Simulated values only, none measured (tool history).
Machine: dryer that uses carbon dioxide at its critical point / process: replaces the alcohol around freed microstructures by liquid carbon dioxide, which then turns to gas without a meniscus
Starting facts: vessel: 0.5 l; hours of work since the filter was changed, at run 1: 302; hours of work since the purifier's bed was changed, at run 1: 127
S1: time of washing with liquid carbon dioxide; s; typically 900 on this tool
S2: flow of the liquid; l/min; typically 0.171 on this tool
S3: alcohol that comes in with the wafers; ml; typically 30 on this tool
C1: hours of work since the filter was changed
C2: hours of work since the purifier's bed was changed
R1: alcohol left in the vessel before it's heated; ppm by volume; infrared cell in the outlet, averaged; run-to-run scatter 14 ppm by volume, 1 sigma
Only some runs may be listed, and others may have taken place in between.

run     day    S1     S2  S3   C1   C2    R1
  1   0.000   900  0.171  30  302  127  1501
  2   0.900   900  0.171  30  312  137  1487
  3   2.383   900  0.171  30  328  154  1556
      2.917  -- inlet filter changed
  4   3.783   900  0.171  30   10  169   911
  5   4.921   900  0.171  30   22  181   947
  6   6.308   780  0.171  30   38  197  1588
  7   7.654   780  0.171  30   53  212  1656
  8   8.875   780  0.171  30   66  225  1704
  9   9.921   780  0.285  30   78  237   218
 10  11.183   900  0.285  30   92  251   126
 11  11.933   900  0.285  30  100  259   135
 12  12.846   900  0.171  30  110  269  1077
 13  13.675   900  0.171  30  119  278  1115
 14  14.658   900  0.171  30  130  289  1176
 15  15.671  1020  0.218  37  141  301   298

The next listed run, before its measurement:
 16  16.425  1080  0.238  21  150  309   ?

R1: 127 ppm by volume
With no hidden state in the tool, this same run would have given R1 41 ppm by volume.
